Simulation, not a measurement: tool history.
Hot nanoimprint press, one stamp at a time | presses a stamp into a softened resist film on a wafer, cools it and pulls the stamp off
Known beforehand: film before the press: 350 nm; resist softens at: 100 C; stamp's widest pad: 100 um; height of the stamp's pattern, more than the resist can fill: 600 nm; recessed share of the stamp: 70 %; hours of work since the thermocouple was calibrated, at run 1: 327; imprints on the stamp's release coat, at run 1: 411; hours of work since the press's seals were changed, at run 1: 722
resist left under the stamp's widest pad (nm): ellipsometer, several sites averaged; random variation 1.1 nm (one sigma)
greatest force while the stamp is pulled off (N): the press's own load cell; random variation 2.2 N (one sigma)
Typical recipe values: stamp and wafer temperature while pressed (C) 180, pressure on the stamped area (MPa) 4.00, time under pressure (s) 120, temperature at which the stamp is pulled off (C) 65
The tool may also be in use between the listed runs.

run,day,stamp and wafer temperature while pressed (C),pressure on the stamped area (MPa),time under pressure (s),temperature at which the stamp is pulled off (C),hours of work since the thermocouple was calibrated,imprints on the stamp's release coat,hours of work since the press's seals were changed,resist left under the stamp's widest pad (nm),greatest force while the stamp is pulled off (N)
1,0.000,180,4.00,120,65,327,411,722,165.6,113
2,1.867,180,4.00,120,65,350,573,746,165.5,114
3,3.121,180,4.00,120,65,366,682,761,167.1,116
4,4.896,180,4.00,120,65,388,836,783,169.0,121
5,6.825,180,4.00,120,65,412,1004,807,169.0,123
6,7.792,180,4.00,205,65,424,1088,819,138.9,118
7,9.150,180,4.00,205,65,441,1206,836,139.2,125
8,10.933,180,4.00,205,65,463,1361,858,141.8,129
9,12.658,180,4.00,205,65,484,1511,880,139.9,134
# day 12.921: plate thermocouple calibrated
10,13.838,180,4.00,205,67,11,1602,893,143.9,132
11,15.196,180,4.85,205,62,28,1720,910,131.9,137
# day 16.288: plate thermocouple calibrated, once more
12,16.904,181,4.85,144,62,8,1858,929,135.0,139
# day 17.650: stamp cleaned and given a new release coat
13,18.429,181,4.85,144,62,24,68,945,134.9,102

3 ways to go on from here, each from the tool as it stands after run 13. What would each give?
A,19.658,192,4.47,156,65,39,175,961,?,?
B,19.658,181,4.85,204,62,39,175,961,?,?
C,19.658,182,5.52,97,65,39,175,961,?,?

run,resist left under the stamp's widest pad (nm),greatest force while the stamp is pulled off (N)
A,107.3,106
B,121.0,110
C,147.5,105
With no hidden state in the tool, these same runs would have given:
run,resist left under the stamp's widest pad (nm),greatest force while the stamp is pulled off (N)
A,101.7,103
B,114.2,107
C,138.7,102
